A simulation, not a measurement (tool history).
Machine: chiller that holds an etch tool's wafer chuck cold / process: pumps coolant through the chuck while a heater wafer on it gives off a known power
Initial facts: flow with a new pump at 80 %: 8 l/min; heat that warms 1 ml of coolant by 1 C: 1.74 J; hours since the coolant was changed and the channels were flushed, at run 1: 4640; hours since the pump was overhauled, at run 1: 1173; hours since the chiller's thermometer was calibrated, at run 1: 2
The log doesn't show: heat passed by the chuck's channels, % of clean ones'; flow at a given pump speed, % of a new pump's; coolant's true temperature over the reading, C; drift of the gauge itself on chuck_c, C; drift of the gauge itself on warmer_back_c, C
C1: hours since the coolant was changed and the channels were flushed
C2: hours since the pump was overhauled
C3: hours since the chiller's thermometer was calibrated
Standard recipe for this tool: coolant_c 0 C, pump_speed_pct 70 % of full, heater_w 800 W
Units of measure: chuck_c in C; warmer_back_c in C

Run 1, hour 0: usual settings; C1 4640; C2 1173; C3 2. Result: chuck_c 7.69 C, warmer_back_c 4 C.
Run 2, hour 40.2: usual settings; C1 4680; C2 1213; C3 42. Result: chuck_c 7.83 C, warmer_back_c 4.04 C.
Run 3, hour 72.1: usual settings; C1 4712; C2 1245; C3 74. Result: chuck_c 7.89 C, warmer_back_c 3.98 C.
Run 4, hour 136.7: usual settings; C1 4777; C2 1310; C3 139. Result: chuck_c 7.85 C, warmer_back_c 4.07 C.
Run 5, hour 197.3: usual settings; C1 4838; C2 1371; C3 200. Result: chuck_c 7.87 C, warmer_back_c 4.05 C.
Run 6, hour 255.8: usual settings; C1 4896; C2 1429; C3 258. Result: chuck_c 7.97 C, warmer_back_c 4.1 C.
Run 7, hour 306.9: usual settings; C1 4947; C2 1480; C3 309. Result: chuck_c 7.75 C, warmer_back_c 4.03 C.
Run 8, hour 365.1: usual settings but coolant_c 9 C; C1 5005; C2 1538; C3 367. Result: chuck_c 16.99 C, warmer_back_c 4.07 C.
Run 9, hour 421.9: usual settings but heater_w 971 W; C1 5062; C2 1595; C3 424. Result: chuck_c 9.56 C, warmer_back_c 4.93 C.
Run 10, hour 476: usual settings but heater_w 971 W; C1 5116; C2 1649; C3 478. Result: chuck_c 9.62 C, warmer_back_c 4.91 C.
Run 11, hour 523.4: usual settings but pump_speed_pct 67 % of full, heater_w 597 W; C1 5164; C2 1697; C3 526. Result: chuck_c 6.14 C, warmer_back_c 3.18 C.
Run 12, hour 555.4: usual settings but pump_speed_pct 67 % of full, heater_w 597 W; C1 5196; C2 1729; C3 558. Result: chuck_c 6.1 C, warmer_back_c 3.18 C.
Run 13, hour 597.5: usual settings but coolant_c 1 C, pump_speed_pct 67 % of full, heater_w 562 W; C1 5238; C2 1771; C3 600. Result: chuck_c 6.81 C, warmer_back_c 2.99 C.
Run 14, hour 660.4: usual settings but coolant_c 2 C, pump_speed_pct 75 % of full, heater_w 562 W; C1 5301; C2 1834; C3 663. Result: chuck_c 7.23 C, warmer_back_c 2.67 C.
At hour 704: coolant changed, channels flushed.
Run 15, hour 717: usual settings but coolant_c -1 C, pump_speed_pct 75 % of full, heater_w 432 W; C1 13; C2 1884; C3 713. Result: chuck_c 2.34 C, warmer_back_c 2.09 C.
Run 16, hour 773.6: usual settings but coolant_c -7 C; C1 70; C2 1941; C3 770. Result: chuck_c -0.25 C, warmer_back_c 4.08 C.
Run 17, hour 800.2: usual settings but heater_w 441 W; C1 96; C2 1967; C3 796. Result: chuck_c 3.7 C, warmer_back_c 2.28 C.
Run 18, hour 836.9: usual settings but heater_w 441 W; C1 133; C2 2004; C3 833. Result: chuck_c 3.69 C, warmer_back_c 2.23 C.
Run 19, hour 883.1: usual settings but heater_w 441 W; C1 179; C2 2050; C3 879. Result: chuck_c 3.68 C, warmer_back_c 2.23 C.

Below are 3 alternative next runs, each starting from the tool's condition after run 19. Predict each:
Run A, hour 914.8: usual settings but coolant_c -7 C, heater_w 441 W; C1 211; C2 2082; C3 911. Result: chuck_c ?, warmer_back_c ?.
Run B, hour 914.8: usual settings but pump_speed_pct 71 % of full, heater_w 441 W; C1 211; C2 2082; C3 911. Result: chuck_c ?, warmer_back_c ?.
Run C, hour 914.8: usual settings but pump_speed_pct 94 % of full, heater_w 573 W; C1 211; C2 2082; C3 911. Result: chuck_c ?, warmer_back_c ?.

run  chuck_c  warmer_back_c
  A    -3.25           2.36
  B     3.72           2.21
  C     3.66           2.14
Had the tool no hidden state, the same runs would have come out as:
run  chuck_c  warmer_back_c
  A    -3.26            2.3
  B     3.72           2.16
  C     3.66           2.09

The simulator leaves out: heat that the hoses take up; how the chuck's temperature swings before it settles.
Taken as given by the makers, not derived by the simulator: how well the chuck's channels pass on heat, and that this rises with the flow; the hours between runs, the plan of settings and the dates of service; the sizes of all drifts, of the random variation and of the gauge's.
